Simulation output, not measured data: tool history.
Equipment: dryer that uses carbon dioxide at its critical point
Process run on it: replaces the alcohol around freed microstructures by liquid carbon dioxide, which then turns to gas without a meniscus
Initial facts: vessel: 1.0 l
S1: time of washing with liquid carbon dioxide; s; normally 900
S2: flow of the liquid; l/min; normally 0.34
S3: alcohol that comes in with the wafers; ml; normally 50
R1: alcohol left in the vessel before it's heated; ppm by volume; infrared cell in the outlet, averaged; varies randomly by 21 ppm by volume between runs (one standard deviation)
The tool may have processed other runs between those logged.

run 1 hour=0 | S1=900 S2=0.34 S3=50 | R1=1763
run 2 hour=20.2 | S1=900 S2=0.34 S3=50 | R1=1810
run 3 hour=43 | S1=900 S2=0.34 S3=50 | R1=1832
run 4 hour=76.4 | S1=900 S2=0.34 S3=50 | R1=1862
run 5 hour=97 | S1=900 S2=0.34 S3=50 | R1=1857
run 6 hour=128.4 | S1=900 S2=0.34 S3=50 | R1=1862
run 7 hour=152.3 | S1=900 S2=0.34 S3=50 | R1=1977
run 8 hour=172.6 | S1=900 S2=0.34 S3=50 | R1=1903
run 9 hour=205.9 | S1=900 S2=0.34 S3=33 | R1=1395
run 10 hour=235.4 | S1=900 S2=0.34 S3=33 | R1=1392
run 11 hour=272.8 | S1=900 S2=0.433 S3=50 | R1=844
run 12 hour=293.6 | S1=900 S2=0.433 S3=50 | R1=866
run 13 hour=318.7 | S1=900 S2=0.34 S3=50 | R1=2118
run 14 hour=339.1 | S1=900 S2=0.34 S3=83 | R1=3563
run 15 hour=371 | S1=900 S2=0.34 S3=83 | R1=3645
-- hour=374.6 inlet filter changed
run 16 hour=391.9 | S1=900 S2=0.34 S3=83 | R1=2313
run 17 hour=412.1 | S1=900 S2=0.34 S3=46 | R1=1335
run 18 hour=449.6 | S1=540 S2=0.522 S3=33 | R1=1270
run 19 hour=475.1 | S1=720 S2=0.347 S3=38 | R1=2204
run 20 hour=497.4 | S1=720 S2=0.345 S3=80 | R1=4535
run 21 hour=522 | S1=720 S2=0.345 S3=80 | R1=4656
run 22 hour=545.8 | S1=1080 S2=0.53 S3=51 | R1=178
-- hour=552.2 purifier's bed changed
run 23 hour=566.9 | S1=900 S2=0.34 S3=29 | R1=864
run 24 hour=587.4 | S1=1020 S2=0.526 S3=110 | R1=212
run 25 hour=623.1 | S1=1020 S2=0.526 S3=110 | R1=221
run 26 hour=641.7 | S1=900 S2=0.354 S3=42 | R1=1111
run 27 hour=659 | S1=720 S2=0.361 S3=21 | R1=1119
run 28 hour=676 | S1=900 S2=0.299 S3=26 | R1=1244
run 29 hour=699.8 | S1=900 S2=0.299 S3=26 | R1=1311
run 30 hour=724 | S1=900 S2=0.299 S3=26 | R1=1317
run 31 hour=741.3 | S1=900 S2=0.299 S3=26 | R1=1359
run 32 hour=769.3 | S1=900 S2=0.299 S3=26 | R1=1338
run 33 hour=786.2 | S1=600 S2=0.507 S3=49 | R1=1619
run 34 hour=822 | S1=660 S2=0.259 S3=49 | R1=7661

Difference, measured minus no-hidden-state, one row per run. Run-to-run variation is common to both terms; the gauge's own scatter need not be:
The tool's hidden condition here consists of: flow that reaches the vessel past the clogged filter, %; alcohol in the recycled carbon dioxide, ppm; drift of the gauge itself on alcohol_ppm, %.
run=1 R1=+446
run=2 R1=+474
run=3 R1=+495
run=4 R1=+530
run=5 R1=+545
run=6 R1=+572
run=7 R1=+623
run=8 R1=+616
run=9 R1=+489
run=10 R1=+502
run=11 R1=+392
run=12 R1=+409
run=13 R1=+802
run=14 R1=+1342
run=15 R1=+1421
run=16 R1=+121
run=17 R1=+123
run=18 R1=+150
run=19 R1=+205
run=20 R1=+362
run=21 R1=+418
run=22 R1=+118
run=23 R1=+92
run=24 R1=+45
run=25 R1=+55
run=26 R1=+170
run=27 R1=+153
run=28 R1=+183
run=29 R1=+208
run=30 R1=+222
run=31 R1=+242
run=32 R1=+254
run=33 R1=+359
run=34 R1=+1035

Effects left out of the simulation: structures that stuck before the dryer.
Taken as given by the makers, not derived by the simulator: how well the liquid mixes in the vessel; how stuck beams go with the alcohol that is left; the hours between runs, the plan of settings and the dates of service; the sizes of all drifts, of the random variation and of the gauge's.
